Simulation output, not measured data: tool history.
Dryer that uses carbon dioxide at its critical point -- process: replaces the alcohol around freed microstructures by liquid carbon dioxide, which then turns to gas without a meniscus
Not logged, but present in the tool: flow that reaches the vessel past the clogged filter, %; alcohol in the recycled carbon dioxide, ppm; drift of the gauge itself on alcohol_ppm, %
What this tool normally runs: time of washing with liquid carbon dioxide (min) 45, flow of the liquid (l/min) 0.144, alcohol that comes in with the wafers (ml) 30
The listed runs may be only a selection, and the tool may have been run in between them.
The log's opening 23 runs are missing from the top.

run   hour  time of washing with liquid carbon dioxide (min)  flow of the liquid (l/min)  alcohol that comes in with the wafers (ml)  hours of work since the filter was changed  hours of work since the purifier's bed was changed  alcohol left in the vessel before it's heated (ppm by volume)
 24  182.4                                                45                       0.152                                          28                                         139                                                 361                                                            309
 25  192.8                                                45                       0.152                                          28                                         145                                                 367                                                            310
 26  200.7                                                45                       0.089                                          30                                         150                                                 372                                                           1696
 27  210.3                                                45                       0.144                                          61                                         156                                                 377                                                            725
 28  216.8                                                28                       0.160                                          34                                         160                                                 381                                                           1586
 29  225.6                                                28                       0.207                                          34                                         165                                                 387                                                            724
 30  231.7                                                28                       0.113                                          82                                         169                                                 390                                                           8714
 31  239.2                                                28                       0.113                                          82                                         173                                                 395                                                           8734
 32  244.8                                                62                       0.144                                          30                                         177                                                 398                                                            151
 33  256.1                                                47                       0.111                                          44                                         184                                                 405                                                           1196
 34  264.9                                                59                       0.205                                          22                                         189                                                 410                                                             93
 35  273.5                                                67                       0.205                                          50                                         194                                                 416                                                             89
 36  282.2                                                48                       0.090                                          66                                         199                                                 421                                                           3113
 37  291.6                                                48                       0.090                                          66                                         205                                                 427                                                           3139
 38  301.7                                                65                       0.132                                          22                                         211                                                 433                                                            147
 39  307.8                                                65                       0.132                                          22                                         215                                                 436                                                            160
 40  312.6                                                43                       0.144                                          57                                         218                                                 439                                                            917
 41  322.6                                                56                       0.146                                          75                                         224                                                 445                                                            390
 42  332.7                                                32                       0.229                                          31                                         230                                                 451                                                            333
 43  338.0                                                32                       0.229                                          31                                         233                                                 455                                                            330
 44  346.8                                                39                       0.236                                          66                                         239                                                 460                                                            247

3 ways to go on from here, each from the tool as it stands after run 44. What would each give?
  A  355.5                                                45                       0.144                                          28                                         244                                                 465                                                              ?
  B  355.5                                                39                       0.126                                         110                                         244                                                 465                                                              ?
  C  355.5                                                30                       0.144                                          40                                         244                                                 465                                                              ?

run  alcohol left in the vessel before it's heated (ppm by volume)
  A                                                            427
  B                                                           3853
  C                                                           2209
With the hidden condition removed and each run's random variation left untouched, the same runs would have given:
run  alcohol left in the vessel before it's heated (ppm by volume)
  A                                                            230
  B                                                           2809
  C                                                           1640
